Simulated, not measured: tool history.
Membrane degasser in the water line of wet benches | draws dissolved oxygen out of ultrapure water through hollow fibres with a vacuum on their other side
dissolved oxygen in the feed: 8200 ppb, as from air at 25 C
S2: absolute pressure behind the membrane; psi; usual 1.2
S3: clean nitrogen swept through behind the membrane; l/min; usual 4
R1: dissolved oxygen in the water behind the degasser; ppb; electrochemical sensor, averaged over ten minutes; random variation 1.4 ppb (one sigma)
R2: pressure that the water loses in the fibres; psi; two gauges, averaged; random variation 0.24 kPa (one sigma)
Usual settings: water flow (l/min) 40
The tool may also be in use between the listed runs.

{"run": 1, "hour": 0.0, "water flow (l/min)": 40, "S2": 1.2, "S3": 4, "R1": 144, "R2": 9.427}
{"run": 2, "hour": 73.9, "water flow (l/min)": 40, "S2": 1.2, "S3": 4, "R1": 143.8, "R2": 9.487}
{"run": 3, "hour": 146.2, "water flow (l/min)": 40, "S2": 1.2, "S3": 4, "R1": 145.5, "R2": 9.449}
{"run": 4, "hour": 220.2, "water flow (l/min)": 40, "S2": 1.2, "S3": 4, "R1": 141.8, "R2": 9.455}
{"run": 5, "hour": 297.4, "water flow (l/min)": 40, "S2": 1.2, "S3": 4, "R1": 146.5, "R2": 9.536}
{"run": 6, "hour": 340.4, "water flow (l/min)": 40, "S2": 1.2, "S3": 4, "R1": 145.7, "R2": 9.53}
{"run": 7, "hour": 384.1, "water flow (l/min)": 40, "S2": 1.2, "S3": 4, "R1": 142.6, "R2": 9.472}
{"run": 8, "hour": 430.3, "water flow (l/min)": 40, "S2": 1.2, "S3": 4, "R1": 144.2, "R2": 9.48}
{"run": 9, "hour": 492.3, "water flow (l/min)": 40, "S2": 1.2, "S3": 4, "R1": 146.5, "R2": 9.465}
{"run": 10, "hour": 530.4, "water flow (l/min)": 40, "S2": 1.2, "S3": 4, "R1": 143.3, "R2": 9.464}
{"run": 11, "hour": 578.8, "water flow (l/min)": 40, "S2": 1.2, "S3": 4, "R1": 146.7, "R2": 9.465}
{"run": 12, "hour": 624.2, "water flow (l/min)": 40, "S2": 1.2, "S3": 4, "R1": 146.8, "R2": 9.488}
{"run": 13, "hour": 675.4, "water flow (l/min)": 40, "S2": 1.2, "S3": 4, "R1": 145.7, "R2": 9.519}
{"run": 14, "hour": 746.5, "water flow (l/min)": 40, "S2": 1.2, "S3": 4, "R1": 145.3, "R2": 9.474}
{"run": 15, "hour": 804.1, "water flow (l/min)": 40, "S2": 1.2, "S3": 4, "R1": 147.9, "R2": 9.548}
{"run": 16, "hour": 869.9, "water flow (l/min)": 40, "S2": 1.2, "S3": 4, "R1": 145.2, "R2": 9.49}
{"run": 17, "hour": 903.0, "water flow (l/min)": 41, "S2": 1.2, "S3": 4, "R1": 152.8, "R2": 9.776}
{"hour": 908.0, "done": "vacuum gauge calibrated"}
{"run": 18, "hour": 963.3, "water flow (l/min)": 41, "S2": 1.2, "S3": 4, "R1": 151.6, "R2": 9.735}
{"run": 19, "hour": 1034.6, "water flow (l/min)": 41, "S2": 1.2, "S3": 4, "R1": 156.3, "R2": 9.751}

Run 20 comes next. What will it give?
{"run": 20, "hour": 1107.7, "water flow (l/min)": 40, "S2": 1.2, "S3": 3.31, "R1": "?", "R2": "?"}

R1: 173.1 ppb
R2: 9.549 psi
Without the tool's hidden state the same run would have given R1 160.1 ppb, R2 9.351 psi.
